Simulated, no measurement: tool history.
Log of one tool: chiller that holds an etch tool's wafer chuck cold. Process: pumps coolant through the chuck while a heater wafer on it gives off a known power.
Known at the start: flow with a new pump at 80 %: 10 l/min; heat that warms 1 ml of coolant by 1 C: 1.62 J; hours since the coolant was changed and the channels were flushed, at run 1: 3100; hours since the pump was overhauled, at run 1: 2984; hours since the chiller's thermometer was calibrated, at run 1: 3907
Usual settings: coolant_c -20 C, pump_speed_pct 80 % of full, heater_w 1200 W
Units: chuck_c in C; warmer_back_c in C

run	day	coolant_c	pump_speed_pct	heater_w	hours since the coolant was changed and the channels were flushed	hours since the pump was overhauled	hours since the chiller's thermometer was calibrated	chuck_c	warmer_back_c
1	0.000	-20	80	1200	3100	2984	3907	-9.0	4.39
2	2.775	-20	80	1200	3166	3051	3973	-9.3	4.50
3	5.350	-20	80	1574	3228	3113	4035	-5.8	5.80
4	6.875	-20	80	1574	3265	3149	4072	-6.1	5.84
5	9.817	-20	80	1574	3335	3220	4142	-5.9	5.86
6	12.667	-20	80	1574	3404	3288	4211	-6.1	5.82
7	15.338	-20	80	1200	3468	3352	4275	-9.3	4.40
8	18.525	-20	80	1200	3544	3429	4351	-9.4	4.42
9	20.988	-16	80	1200	3603	3488	4410	-5.1	4.41
10	23.996	-20	80	716	3676	3560	4483	-13.7	2.66
11	25.717	-20	80	716	3717	3602	4524	-13.4	2.67
12	27.675	-20	80	716	3764	3649	4571	-13.6	2.65
13	29.792	-20	60	1200	3815	3699	4622	-6.0	6.01
14	32.308	-20	80	1200	3875	3760	4682	-9.3	4.38
15	34.796	-20	81	1200	3935	3820	4742	-9.5	4.46
16	37.083	-21	81	1200	3990	3874	4797	-10.4	4.39
17	40.325	-21	81	1200	4068	3952	4875	-10.3	4.36
# day 40.946: chiller's thermometer calibrated
18	43.100	-10	80	1200	4133	4018	52	0.7	4.49
19	45.396	-20	97	1200	4188	4073	107	-10.8	3.60
20	47.288	-20	97	1200	4234	4118	152	-10.9	3.69

Forecast run 21:
21	49.671	-25	93	1200	4291	4176	209	?	?

chuck_c: -15.7 C
warmer_back_c: 3.87 C
Without the tool's hidden state the same run would have given chuck_c -15.7 C, warmer_back_c 3.87 C.

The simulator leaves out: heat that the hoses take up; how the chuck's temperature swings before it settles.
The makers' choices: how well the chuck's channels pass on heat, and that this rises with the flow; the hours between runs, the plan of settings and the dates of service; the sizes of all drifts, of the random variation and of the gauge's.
